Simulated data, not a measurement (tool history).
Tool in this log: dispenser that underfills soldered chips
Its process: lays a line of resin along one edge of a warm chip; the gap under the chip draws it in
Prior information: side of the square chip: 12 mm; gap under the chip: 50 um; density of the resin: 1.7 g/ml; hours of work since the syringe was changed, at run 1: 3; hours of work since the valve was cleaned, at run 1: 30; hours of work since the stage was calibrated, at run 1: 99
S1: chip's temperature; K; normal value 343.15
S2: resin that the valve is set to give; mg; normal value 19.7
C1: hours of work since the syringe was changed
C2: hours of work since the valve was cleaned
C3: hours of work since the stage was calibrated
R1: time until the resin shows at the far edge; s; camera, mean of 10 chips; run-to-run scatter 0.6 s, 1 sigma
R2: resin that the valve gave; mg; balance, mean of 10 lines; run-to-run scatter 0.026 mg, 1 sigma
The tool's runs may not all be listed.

Run 1, hour 0: usual settings; C1 3; C2 30; C3 99. Result: R1 66.5 s, R2 19.51 mg.
Run 2, hour 2.9: usual settings; C1 5; C2 32; C3 102. Result: R1 80.3 s, R2 19.54 mg.
At hour 5.8: new syringe of resin.
Run 3, hour 7: usual settings; C1 1; C2 35; C3 104. Result: R1 54.9 s, R2 19.51 mg.
Run 4, hour 9.9: usual settings; C1 3; C2 37; C3 107. Result: R1 65.8 s, R2 19.45 mg.
Run 5, hour 12.8: usual settings but S2 18.5 mg; C1 5; C2 39; C3 109. Result: R1 78.2 s, R2 18.23 mg.
At hour 15.8: new syringe of resin.
Run 6, hour 16.3: usual settings but S2 25.2 mg; C1 0; C2 42; C3 111. Result: R1 54.4 s, R2 24.85 mg.
Run 7, hour 18.3: usual settings; C1 2; C2 43; C3 113. Result: R1 61.3 s, R2 19.39 mg.
Run 8, hour 20.8: usual settings; C1 4; C2 45; C3 114. Result: R1 67.8 s, R2 19.38 mg.
Run 9, hour 24.6: usual settings; C1 7; C2 48; C3 117. Result: R1 85.8 s, R2 19.34 mg.
At hour 25.9: new syringe of resin.
Run 10, hour 28.2: usual settings; C1 2; C2 50; C3 120. Result: R1 61.6 s, R2 19.35 mg.
Run 11, hour 30.5: usual settings; C1 3; C2 52; C3 121. Result: R1 69.7 s, R2 19.37 mg.
Run 12, hour 34.9: usual settings; C1 7; C2 55; C3 125. Result: R1 87.8 s, R2 19.31 mg.
At hour 35.9: new syringe of resin.
Run 13, hour 37.9: usual settings but S1 329.15 K; C1 1; C2 57; C3 127. Result: R1 95.4 s, R2 19.31 mg.
Run 14, hour 41.8: usual settings but S1 329.15 K; C1 4; C2 60; C3 130. Result: R1 117.6 s, R2 19.3 mg.
At hour 44.5: dispensing valve cleaned and set on the balance.
Run 15, hour 44.7: usual settings but S1 329.15 K; C1 6; C2 0; C3 131. Result: R1 130.4 s, R2 19.71 mg.
At hour 47.1: new syringe of resin.
Run 16, hour 47.8: usual settings but S1 329.15 K; C1 1; C2 2; C3 133. Result: R1 86 s, R2 19.62 mg.
Run 17, hour 51.7: usual settings but S1 329.15 K, S2 22.3 mg; C1 3; C2 5; C3 136. Result: R1 107.2 s, R2 22.16 mg.
Run 18, hour 54.8: usual settings but S1 329.15 K, S2 22.3 mg; C1 6; C2 7; C3 138. Result: R1 128.3 s, R2 22.25 mg.
At hour 57.1: new syringe of resin.
Run 19, hour 58.2: usual settings but S1 329.15 K, S2 22.3 mg; C1 1; C2 10; C3 141. Result: R1 89 s, R2 22.19 mg.
Run 20, hour 60.7: usual settings but S1 335.15 K, S2 18.5 mg; C1 3; C2 12; C3 143. Result: R1 85.2 s, R2 18.36 mg.
Run 21, hour 63.7: usual settings but S2 22 mg; C1 5; C2 14; C3 145. Result: R1 77.8 s, R2 21.85 mg.
Run 22, hour 65.7: usual settings but S1 342.15 K, S2 23.6 mg; C1 6; C2 15; C3 146. Result: R1 85.4 s, R2 23.39 mg.
At hour 67: new syringe of resin.
Run 23, hour 68.7: usual settings but S1 353.15 K, S2 23.7 mg; C1 1; C2 17; C3 148. Result: R1 42.2 s, R2 23.49 mg.

Run 24 has not been measured yet. What should we expect?
Run 24, hour 71.4: usual settings but S1 353.15 K, S2 23.7 mg; C1 3; C2 19; C3 150. Result: R1 ?, R2 ?.

{"run 24": {"R1": 49.4, "R2": 23.45}}
Had the tool carried no hidden state, the very same run would have given R1 37.6 s, R2 23.67 mg.
